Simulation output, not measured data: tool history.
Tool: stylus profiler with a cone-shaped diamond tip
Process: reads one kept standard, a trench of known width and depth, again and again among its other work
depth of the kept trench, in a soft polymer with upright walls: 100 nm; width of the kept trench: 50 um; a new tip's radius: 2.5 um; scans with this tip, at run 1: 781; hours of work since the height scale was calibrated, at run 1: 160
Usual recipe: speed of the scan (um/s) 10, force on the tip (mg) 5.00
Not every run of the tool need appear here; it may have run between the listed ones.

run	hour	speed of the scan (um/s)	force on the tip (mg)	scans with this tip	hours of work since the height scale was calibrated	depth of the trench (nm)	width of the trench's floor (um)
1	0.0	10	5.00	781	160	102.52	48.53
2	16.2	10	9.28	815	167	103.79	48.49
3	29.0	10	9.28	843	172	103.79	48.49
4	42.5	10	10.51	871	178	104.13	48.50
5	52.8	10	10.51	893	183	104.11	48.53
6	66.9	10	10.51	923	189	104.16	48.49
7	80.9	10	10.51	953	195	104.17	48.50
8	92.8	10	10.51	978	200	104.15	48.49
9	101.4	33	3.42	996	204	101.96	48.43
10	114.4	16	2.59	1024	210	101.63	48.47
11	131.3	5	5.25	1060	217	102.59	48.48
12	139.2	5	5.25	1077	220	102.63	48.48
13	149.4	10	8.03	1098	225	103.44	48.50
14	160.1	25	3.71	1121	229	102.11	48.42
15	168.5	25	2.93	1139	233	101.81	48.43

What if the next run were any one of these 5? Each begins from the tool's condition after run 15:
A	185.1	9	3.46	1174	240	?	?
B	185.1	17	2.93	1174	240	?	?
C	185.1	9	5.00	1174	240	?	?
D	185.1	11	2.40	1174	240	?	?
E	185.1	4	1.92	1174	240	?	?

run	depth of the trench (nm)	width of the trench's floor (um)
A	101.97	48.50
B	101.79	48.45
C	102.58	48.48
D	101.61	48.51
E	101.39	48.48
What these runs would have given with no unlogged condition in the tool:
run	depth of the trench (nm)	width of the trench's floor (um)
A	101.90	48.59
B	101.73	48.55
C	102.51	48.57
D	101.55	48.60
E	101.33	48.57
